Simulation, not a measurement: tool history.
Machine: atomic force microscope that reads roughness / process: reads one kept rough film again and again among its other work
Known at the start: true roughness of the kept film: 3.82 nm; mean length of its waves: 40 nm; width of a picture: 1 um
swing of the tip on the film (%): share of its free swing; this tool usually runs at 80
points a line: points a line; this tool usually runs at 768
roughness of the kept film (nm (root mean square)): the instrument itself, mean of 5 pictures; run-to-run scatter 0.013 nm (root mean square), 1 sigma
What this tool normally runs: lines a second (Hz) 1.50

run	day	lines a second (Hz)	swing of the tip on the film (%)	points a line	roughness of the kept film (nm (root mean square))
1	0.000	1.50	80	768	3.048
2	1.533	1.50	80	768	2.993
# day 3.721: new tip fitted
3	3.775	1.50	80	768	3.157
4	5.283	1.50	80	768	3.051
5	6.850	1.50	80	768	3.014
6	9.162	1.50	80	768	2.933
# day 10.192: new tip fitted
7	11.696	1.50	80	768	3.070
8	14.479	1.50	80	707	2.955
# day 16.583: new tip fitted
9	16.583	1.50	80	707	3.159
10	19.300	1.50	80	707	3.024
11	21.392	1.50	78	768	2.984
# day 22.933: new tip fitted
12	24.079	1.50	78	768	3.151
13	26.321	1.50	78	768	3.049
14	29.067	1.50	78	768	2.954
# day 29.258: new tip fitted
15	30.942	1.50	78	768	3.116
16	32.929	1.50	80	768	2.981
17	35.021	1.50	80	768	2.936
# day 35.683: new tip fitted
18	36.292	1.50	80	513	3.117
19	37.733	3.66	74	625	2.782
20	39.592	1.50	80	794	2.989
# day 42.083: new tip fitted
21	42.383	1.50	80	794	3.136
22	43.738	1.50	80	397	3.050
23	45.542	1.81	78	397	2.962
24	47.529	1.66	81	680	2.885
# day 47.742: height scale calibrated on a step standard
# day 48.583: new tip fitted
25	49.942	1.66	81	680	3.051
26	52.446	1.42	88	335	2.842
27	54.000	1.50	80	939	2.928
# day 55.025: new tip fitted
28	55.333	3.80	80	939	2.617
29	56.996	3.80	80	939	2.573
30	58.783	1.01	76	329	3.154
# day 59.596: height scale calibrated on a step standard, once more
# day 61.412: new tip fitted
31	61.512	1.50	87	511	3.007
32	63.767	1.50	87	511	2.903
33	65.288	1.50	87	511	2.870
34	67.254	3.95	87	884	2.209
# day 67.779: new tip fitted
35	69.462	2.54	86	768	2.680
36	71.058	1.50	78	397	3.065

Alternative continuations, all from the tool just after run 36; predict every row:
A	73.783	1.50	58	397	?
B	73.783	0.61	69	963	?
C	73.783	0.81	75	277	?

run	roughness of the kept film (nm (root mean square))
A	3.222
B	3.245
C	3.159
With no hidden state in the tool, these same runs would have given:
run	roughness of the kept film (nm (root mean square))
A	3.487
B	3.512
C	3.419
